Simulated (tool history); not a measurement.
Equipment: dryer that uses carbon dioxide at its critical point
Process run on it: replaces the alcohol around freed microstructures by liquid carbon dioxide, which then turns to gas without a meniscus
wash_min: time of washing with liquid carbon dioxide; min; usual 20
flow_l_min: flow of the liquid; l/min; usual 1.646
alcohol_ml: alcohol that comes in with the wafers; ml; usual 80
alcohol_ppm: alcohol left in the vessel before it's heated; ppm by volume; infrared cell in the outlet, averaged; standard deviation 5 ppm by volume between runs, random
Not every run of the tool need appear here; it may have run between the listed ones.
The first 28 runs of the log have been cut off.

{"hour": 1473.6, "done": "purifier's bed changed"}
{"run": 29, "hour": 1502.8, "wash_min": 20, "flow_l_min": 1.646, "alcohol_ml": 56, "alcohol_ppm": 17}
{"run": 30, "hour": 1549.7, "wash_min": 20, "flow_l_min": 1.646, "alcohol_ml": 56, "alcohol_ppm": 13}
{"run": 31, "hour": 1610.9, "wash_min": 14, "flow_l_min": 1.19, "alcohol_ml": 43, "alcohol_ppm": 310}
{"run": 32, "hour": 1675.8, "wash_min": 14, "flow_l_min": 1.19, "alcohol_ml": 43, "alcohol_ppm": 315}
{"run": 33, "hour": 1731.7, "wash_min": 14, "flow_l_min": 1.19, "alcohol_ml": 43, "alcohol_ppm": 352}
{"run": 34, "hour": 1773.5, "wash_min": 20, "flow_l_min": 1.646, "alcohol_ml": 53, "alcohol_ppm": 41}
{"run": 35, "hour": 1826.1, "wash_min": 26, "flow_l_min": 2.03, "alcohol_ml": 93, "alcohol_ppm": 47}
{"run": 36, "hour": 1875.0, "wash_min": 26, "flow_l_min": 2.03, "alcohol_ml": 93, "alcohol_ppm": 42}
{"run": 37, "hour": 1926.1, "wash_min": 26, "flow_l_min": 1.17, "alcohol_ml": 82, "alcohol_ppm": 90}
{"run": 38, "hour": 1986.5, "wash_min": 26, "flow_l_min": 1.17, "alcohol_ml": 82, "alcohol_ppm": 92}
{"run": 39, "hour": 2053.5, "wash_min": 12, "flow_l_min": 2.57, "alcohol_ml": 35, "alcohol_ppm": 75}
{"run": 40, "hour": 2082.6, "wash_min": 12, "flow_l_min": 2.57, "alcohol_ml": 35, "alcohol_ppm": 75}
{"run": 41, "hour": 2145.7, "wash_min": 20, "flow_l_min": 1.646, "alcohol_ml": 22, "alcohol_ppm": 82}
{"run": 42, "hour": 2211.4, "wash_min": 30, "flow_l_min": 2.34, "alcohol_ml": 106, "alcohol_ppm": 71}
{"run": 43, "hour": 2271.9, "wash_min": 20, "flow_l_min": 2.15, "alcohol_ml": 48, "alcohol_ppm": 95}
{"run": 44, "hour": 2300.9, "wash_min": 20, "flow_l_min": 2.15, "alcohol_ml": 48, "alcohol_ppm": 76}

Below are 4 alternative next runs, each starting from the tool's condition after run 44. Predict each:
{"run": "A", "hour": 2340.3, "wash_min": 27, "flow_l_min": 1.23, "alcohol_ml": 85, "alcohol_ppm": "?"}
{"run": "B", "hour": 2340.3, "wash_min": 20, "flow_l_min": 2.67, "alcohol_ml": 64, "alcohol_ppm": "?"}
{"run": "C", "hour": 2340.3, "wash_min": 14, "flow_l_min": 1.51, "alcohol_ml": 80, "alcohol_ppm": "?"}
{"run": "D", "hour": 2340.3, "wash_min": 20, "flow_l_min": 1.646, "alcohol_ml": 85, "alcohol_ppm": "?"}

run=A alcohol_ppm=125
run=B alcohol_ppm=96
run=C alcohol_ppm=415
run=D alcohol_ppm=117
Take away the tool's hidden state, keep each run's random variation, and the runs would have read:
run=A alcohol_ppm=14
run=B alcohol_ppm=11
run=C alcohol_ppm=163
run=D alcohol_ppm=12
